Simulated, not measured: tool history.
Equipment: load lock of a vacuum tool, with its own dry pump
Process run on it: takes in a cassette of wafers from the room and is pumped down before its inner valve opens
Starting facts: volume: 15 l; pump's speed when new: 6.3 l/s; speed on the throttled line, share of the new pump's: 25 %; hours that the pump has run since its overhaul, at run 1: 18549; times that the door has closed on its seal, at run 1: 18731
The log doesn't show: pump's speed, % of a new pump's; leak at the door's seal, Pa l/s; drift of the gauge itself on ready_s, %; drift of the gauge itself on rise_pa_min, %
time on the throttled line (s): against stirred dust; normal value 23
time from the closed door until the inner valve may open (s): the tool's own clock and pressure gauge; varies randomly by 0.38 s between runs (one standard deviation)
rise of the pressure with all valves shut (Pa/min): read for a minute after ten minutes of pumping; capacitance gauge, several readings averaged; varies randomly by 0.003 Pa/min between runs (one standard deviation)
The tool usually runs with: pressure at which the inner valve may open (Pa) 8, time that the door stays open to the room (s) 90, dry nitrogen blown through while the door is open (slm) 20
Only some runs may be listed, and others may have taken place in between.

| run | hour | time on the throttled line (s) | pressure at which the inner valve may open (Pa) | time that the door stays open to the room (s) | dry nitrogen blown through while the door is open (slm) | hours that the pump has run since its overhaul | times that the door has closed on its seal | incoming humidity of the room's air, % | time from the closed door until the inner valve may open (s) | rise of the pressure with all valves shut (Pa/min) |
|---|---|---|---|---|---|---|---|---|---|---|
| 1 | 0 | 23 | 8 | 90 | 20 | 18549 | 18731 | 46.4 | 39.9 | 0.03 |
| 2 | 154 | 23 | 8 | 90 | 20 | 18703 | 19239 | 45.9 | 39.6 | 0.028 |
| 3 | 324.4 | 23 | 8 | 90 | 20 | 18873 | 19801 | 43.3 | 39.7 | 0.032 |
| 4 | 517 | 23 | 8 | 90 | 20 | 19066 | 20436 | 46.2 | 39.6 | 0.033 |
| 5 | 740.3 | 23 | 8 | 90 | 20 | 19289 | 21173 | 42.3 | 39.2 | 0.031 |
| 6 | 881 | 23 | 8 | 90 | 20 | 19430 | 21636 | 45.3 | 40.2 | 0.03 |
| 7 | 1105 | 23 | 8 | 90 | 5 | 19654 | 22375 | 42 | 40.1 | 0.049 |
| 8 | 1285.6 | 23 | 8 | 90 | 4 | 19835 | 22970 | 43.4 | 39.9 | 0.051 |
| 9 | 1485.1 | 23 | 8 | 90 | 4 | 20034 | 23628 | 45.8 | 40 | 0.055 |
| 10 | 1675.2 | 23 | 8 | 90 | 4 | 20224 | 24255 | 44.9 | 40 | 0.058 |
| 11 | 1792.2 | 23 | 8 | 90 | 4 | 20341 | 24641 | 43.3 | 39.9 | 0.056 |
| 12 | 1953.9 | 23 | 8 | 96 | 20 | 20503 | 25174 | 43.9 | 39.5 | 0.03 |
| 13 | 2089.5 | 23 | 8 | 26 | 20 | 20638 | 25621 | 43.9 | 39.9 | 0.025 |
| 14 | 2253.3 | 23 | 8 | 26 | 20 | 20802 | 26161 | 45.7 | 39.7 | 0.021 |
| 15 | 2517.8 | 23 | 8 | 26 | 20 | 21067 | 27033 | 44.7 | 39.7 | 0.018 |
| 16 | 2646.6 | 23 | 8 | 90 | 13 | 21196 | 27458 | 44.1 | 39.3 | 0.038 |
| 17 | 2782 | 23 | 8 | 90 | 13 | 21331 | 27904 | 44.4 | 40.1 | 0.036 |
| 18 | 2943.2 | 23 | 8 | 90 | 13 | 21492 | 28436 | 48.5 | 40.4 | 0.041 |
| 19 | 3114.6 | 34 | 9 | 95 | 14 | 21664 | 29001 | 42.6 | 48.2 | 0.038 |
| 20 | 3277 | 34 | 9 | 95 | 14 | 21826 | 29536 | 44.2 | 47.4 | 0.034 |
| 21 | 3422.9 | 34 | 9 | 95 | 14 | 21972 | 30018 | 43.7 | 47.5 | 0.032 |
| 22 | 3618.4 | 21 | 8 | 25 | 6 | 22167 | 30662 | 43.5 | 38.9 | 0.025 |
| 23 | 3770.2 | 21 | 8 | 25 | 6 | 22319 | 31163 | 43.5 | 38.3 | 0.027 |
| 24 | 3965.6 | 21 | 8 | 25 | 6 | 22515 | 31807 | 43.9 | 37.8 | 0.03 |
| 25 | 4124.9 | 39 | 13 | 90 | 12 | 22674 | 32332 | 41.8 | 50.6 | 0.037 |
| 26 | 4320.1 | 27 | 15 | 90 | 17 | 22869 | 32976 | 43.7 | 41.1 | 0.031 |
| 27 | 4454.2 | 27 | 15 | 90 | 17 | 23003 | 33418 | 44.6 | 41.8 | 0.034 |
| 28 | 4640.9 | 27 | 15 | 90 | 17 | 23190 | 34034 | 47.3 | 40.5 | 0.034 |
| 29 | 4862.6 | 27 | 15 | 90 | 17 | 23412 | 34764 | 46.7 | 41 | 0.035 |
|  | 5049.2 | dry pump taken out, an overhauled one fitted |
| 30 | 5069.5 | 27 | 15 | 90 | 17 | 20 | 35427 | 41.8 | 41.7 | 0.028 |
| 31 | 5313.5 | 27 | 6 | 90 | 17 | 264 | 36232 | 48.6 | 43.9 | 0.032 |
| 32 | 5543.4 | 17 | 13 | 74 | 20 | 494 | 36990 | 43.1 | 34.3 | 0.025 |
| 33 | 5660.1 | 23 | 8 | 158 | 20 | 611 | 37374 | 44.3 | 40.2 | 0.041 |
| 34 | 5790.6 | 23 | 8 | 158 | 20 | 741 | 37805 | 46.1 | 39.6 | 0.037 |
| 35 | 5954.2 | 23 | 8 | 158 | 26 | 905 | 38344 | 43.8 | 40.1 | 0.035 |
| 36 | 6133.5 | 23 | 8 | 158 | 26 | 1084 | 38935 | 48.2 | 39.9 | 0.04 |

For each entry between runs, how does the tool's hidden state at the last listed run before it compare with that at the first listed run after it?
From run 29 to run 30: dry pump taken out, an overhauled one fitted (hour 5049.2)
  pump's speed, % of a new pump's: 99.9 -> 100
